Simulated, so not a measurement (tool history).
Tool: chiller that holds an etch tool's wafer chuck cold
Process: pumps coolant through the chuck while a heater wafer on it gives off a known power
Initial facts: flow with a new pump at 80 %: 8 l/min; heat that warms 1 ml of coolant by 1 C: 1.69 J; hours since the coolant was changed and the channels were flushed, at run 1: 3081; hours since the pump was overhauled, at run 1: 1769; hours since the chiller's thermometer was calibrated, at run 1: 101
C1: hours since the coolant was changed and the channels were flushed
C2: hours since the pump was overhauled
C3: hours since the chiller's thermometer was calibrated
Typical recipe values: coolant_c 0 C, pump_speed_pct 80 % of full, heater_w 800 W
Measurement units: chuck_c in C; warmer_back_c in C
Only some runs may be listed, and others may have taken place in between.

Run 1, hour 0: usual settings; C1 3081; C2 1769; C3 101. Result: chuck_c 5.7 C, warmer_back_c 3.52 C.
Run 2, hour 58: usual settings but heater_w 1059 W; C1 3139; C2 1827; C3 159. Result: chuck_c 7.6 C, warmer_back_c 4.65 C.
Run 3, hour 131.1: usual settings; C1 3212; C2 1900; C3 233. Result: chuck_c 5.6 C, warmer_back_c 3.56 C.
Run 4, hour 193.7: usual settings; C1 3274; C2 1963; C3 295. Result: chuck_c 5.8 C, warmer_back_c 3.61 C.
Run 5, hour 249.8: usual settings; C1 3330; C2 2019; C3 351. Result: chuck_c 5.7 C, warmer_back_c 3.62 C.
Run 6, hour 323.7: usual settings; C1 3404; C2 2093; C3 425. Result: chuck_c 5.9 C, warmer_back_c 3.58 C.
Run 7, hour 384.4: usual settings; C1 3465; C2 2153; C3 486. Result: chuck_c 5.7 C, warmer_back_c 3.65 C.
Run 8, hour 439.2: usual settings; C1 3520; C2 2208; C3 541. Result: chuck_c 5.8 C, warmer_back_c 3.63 C.
Run 9, hour 508.5: usual settings; C1 3589; C2 2277; C3 610. Result: chuck_c 5.7 C, warmer_back_c 3.62 C.
Run 10, hour 551.4: usual settings but pump_speed_pct 81 % of full; C1 3632; C2 2320; C3 653. Result: chuck_c 5.7 C, warmer_back_c 3.63 C.
Run 11, hour 583.1: usual settings but heater_w 759 W; C1 3664; C2 2352; C3 685. Result: chuck_c 5.5 C, warmer_back_c 3.5 C.
Run 12, hour 654.8: usual settings but heater_w 759 W; C1 3735; C2 2424; C3 756. Result: chuck_c 5.3 C, warmer_back_c 3.43 C.
Run 13, hour 722.9: usual settings but coolant_c -1 C, heater_w 409 W; C1 3804; C2 2492; C3 824. Result: chuck_c 2.2 C, warmer_back_c 2.06 C.
Run 14, hour 789.4: usual settings but coolant_c -1 C, heater_w 724 W; C1 3870; C2 2558; C3 891. Result: chuck_c 4.1 C, warmer_back_c 3.39 C.

Had the tool no unlogged condition, and each run kept its random variation, what would the results have been?
Unlogged tool condition in this case: heat passed by the chuck's channels, % of clean ones'; flow at a given pump speed, % of a new pump's; coolant's true temperature over the reading, C; drift of the gauge itself on chuck_c, C; drift of the gauge itself on warmer_back_c, C.
run  warmer_back_c
  1           3.52
  2           4.63
  3           3.53
  4           3.57
  5           3.56
  6           3.51
  7           3.56
  8           3.53
  9           3.52
 10           3.52
 11           3.37
 12           3.29
 13           1.91
 14           3.23
For chuck_c, the value without the hidden state matches the measurement in each run.

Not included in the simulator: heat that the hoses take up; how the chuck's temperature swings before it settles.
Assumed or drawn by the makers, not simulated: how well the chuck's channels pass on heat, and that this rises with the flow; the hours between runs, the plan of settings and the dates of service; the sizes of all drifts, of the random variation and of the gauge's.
